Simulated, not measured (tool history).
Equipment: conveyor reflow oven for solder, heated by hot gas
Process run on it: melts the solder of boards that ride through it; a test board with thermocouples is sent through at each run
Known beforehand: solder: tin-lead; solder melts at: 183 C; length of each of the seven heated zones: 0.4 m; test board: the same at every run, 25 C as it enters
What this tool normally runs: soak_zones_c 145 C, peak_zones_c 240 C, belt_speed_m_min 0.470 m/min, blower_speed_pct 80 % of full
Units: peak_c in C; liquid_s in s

run 1 day=0.000 | soak_zones_c=145 peak_zones_c=240 belt_speed_m_min=0.470 blower_speed_pct=80 | peak_c=230.4 liquid_s=91.6
-- day=0.329 flux residue cleaned out of gas plates and filters
run 2 day=0.671 | soak_zones_c=145 peak_zones_c=240 belt_speed_m_min=0.470 blower_speed_pct=80 | peak_c=230.7 liquid_s=92.7
run 3 day=1.329 | soak_zones_c=145 peak_zones_c=240 belt_speed_m_min=0.470 blower_speed_pct=80 | peak_c=231.3 liquid_s=92.0
run 4 day=1.821 | soak_zones_c=145 peak_zones_c=240 belt_speed_m_min=0.470 blower_speed_pct=80 | peak_c=231.2 liquid_s=92.1
run 5 day=2.542 | soak_zones_c=145 peak_zones_c=240 belt_speed_m_min=0.470 blower_speed_pct=77 | peak_c=230.9 liquid_s=91.9
run 6 day=3.162 | soak_zones_c=145 peak_zones_c=240 belt_speed_m_min=0.470 blower_speed_pct=79 | peak_c=231.9 liquid_s=92.1
run 7 day=3.879 | soak_zones_c=145 peak_zones_c=240 belt_speed_m_min=0.470 blower_speed_pct=79 | peak_c=231.6 liquid_s=91.4
run 8 day=4.433 | soak_zones_c=145 peak_zones_c=240 belt_speed_m_min=0.470 blower_speed_pct=79 | peak_c=230.9 liquid_s=92.3
run 9 day=4.808 | soak_zones_c=148 peak_zones_c=245 belt_speed_m_min=0.395 blower_speed_pct=79 | peak_c=239.0 liquid_s=116.5

Forecast run 10:
run 10 day=5.333 | soak_zones_c=148 peak_zones_c=251 belt_speed_m_min=0.395 blower_speed_pct=89 | peak_c=? liquid_s=?

Run 10 produced peak_c 246.7 C, liquid_s 120.0 s.
Were there no unlogged condition in the tool, this run, its random variation unchanged, would have produced peak_c 246.8 C, liquid_s 120.0 s.

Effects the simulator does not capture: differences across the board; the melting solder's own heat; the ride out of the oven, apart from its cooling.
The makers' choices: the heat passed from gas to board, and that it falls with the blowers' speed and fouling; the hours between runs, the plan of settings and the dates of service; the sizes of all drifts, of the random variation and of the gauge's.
